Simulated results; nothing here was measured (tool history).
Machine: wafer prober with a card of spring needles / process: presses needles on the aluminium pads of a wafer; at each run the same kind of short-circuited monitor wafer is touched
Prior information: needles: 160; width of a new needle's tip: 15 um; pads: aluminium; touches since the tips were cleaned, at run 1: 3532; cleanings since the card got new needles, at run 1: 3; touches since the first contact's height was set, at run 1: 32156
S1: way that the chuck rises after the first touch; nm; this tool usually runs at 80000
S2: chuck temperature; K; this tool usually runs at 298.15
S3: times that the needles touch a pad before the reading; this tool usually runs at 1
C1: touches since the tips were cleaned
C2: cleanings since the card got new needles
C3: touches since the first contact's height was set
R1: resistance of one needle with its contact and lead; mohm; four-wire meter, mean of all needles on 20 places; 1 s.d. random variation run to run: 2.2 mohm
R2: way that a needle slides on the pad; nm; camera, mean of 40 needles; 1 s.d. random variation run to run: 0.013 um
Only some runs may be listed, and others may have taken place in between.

run,hour,S1,S2,S3,C1,C2,C3,R1,R2
1,0.0,80000,298.15,1,3532,3,32156,270,13050
2,8.8,80000,298.15,2,6992,3,35616,263,13010
# hour 12.3: tips cleaned on abrasive film
3,15.2,80000,298.15,2,1148,4,38074,269,13020
4,22.0,80000,298.15,2,3832,4,40758,268,13010
5,28.2,69000,298.15,1,6260,4,43186,292,11200
# hour 33.9: tips cleaned on abrasive film
6,39.9,69000,298.15,1,2343,5,47734,270,11170
7,49.8,69000,298.15,1,6251,5,51642,287,11200
# hour 52.4: tips cleaned on abrasive film, once more
8,64.0,69000,298.15,1,4554,6,57178,283,11170
# hour 74.2: tips cleaned on abrasive film
9,76.5,69000,298.15,1,911,7,62034,263,11150
10,89.6,80000,298.15,1,6061,7,67184,272,12970
# hour 95.4: tips cleaned on abrasive film
# hour 95.7: height of the first contact set anew
11,103.0,80000,298.15,1,2850,8,2850,267,13070
# hour 117.2: tips cleaned on abrasive film
12,117.2,80000,298.15,2,0,9,8391,245,13080
13,132.3,81000,298.15,1,5927,9,14318,274,13210
# hour 139.4: tips cleaned on abrasive film
14,144.2,80000,298.15,1,1897,10,18960,263,13060
15,158.8,80000,298.15,1,7616,10,24679,274,13020
# hour 161.2: tips cleaned on abrasive film
16,174.2,80000,298.15,1,5116,11,30691,276,13030
# hour 182.7: tips cleaned on abrasive film
17,184.2,80000,298.15,1,577,12,34568,256,13020
18,192.6,80000,298.15,1,3873,12,37864,271,13050
19,201.9,80000,357.15,2,7522,12,41513,278,13020
# hour 203.8: tips cleaned on abrasive film
20,214.8,90000,299.15,2,4305,13,46549,256,14650
# hour 225.0: tips cleaned on abrasive film
21,227.3,92000,337.15,2,905,14,51412,262,14950
22,238.9,61000,366.15,1,5469,14,55976,303,9890
# hour 246.8: tips cleaned on abrasive film
23,247.1,61000,366.15,1,105,15,59143,266,9880
24,261.5,61000,366.15,1,5773,15,64811,308,9870
# hour 268.5: tips cleaned on abrasive film
25,269.8,61000,366.15,1,518,16,68015,276,9870
# hour 273.9: height of the first contact set anew
26,279.0,64000,303.15,1,4005,16,1972,285,10480
27,288.1,64000,303.15,2,7611,16,5578,277,10470
# hour 290.8: tips cleaned on abrasive film
28,300.1,64000,303.15,2,3681,17,10248,269,10450
# hour 311.7: tips cleaned on abrasive film
29,311.7,80000,300.15,2,0,18,14757,247,13060
30,319.9,80000,300.15,2,3209,18,17966,263,13050
31,330.2,92000,337.15,1,7261,18,22018,280,15030
# hour 333.2: tips cleaned on abrasive film
32,345.5,61000,330.15,2,4829,19,27990,286,9940
# hour 354.3: tips cleaned on abrasive film
33,360.9,61000,330.15,2,2589,20,33971,277,9920

Below are 5 alternative next runs, each starting from the tool's condition after run 33. Predict each:
A,374.6,86000,298.15,2,7962,20,39344,?,?
B,374.6,85000,366.15,2,7962,20,39344,?,?
C,374.6,78000,330.15,2,7962,20,39344,?,?
D,374.6,89000,349.15,1,7962,20,39344,?,?
E,374.6,61000,330.15,2,7962,20,39344,?,?

run,R1,R2
A,265,14000
B,278,13860
C,273,12700
D,284,14500
E,285,9910
What these runs would have given with no unlogged condition in the tool:
run,R1,R2
A,248,14060
B,262,13920
C,254,12760
D,259,14560
E,256,9970
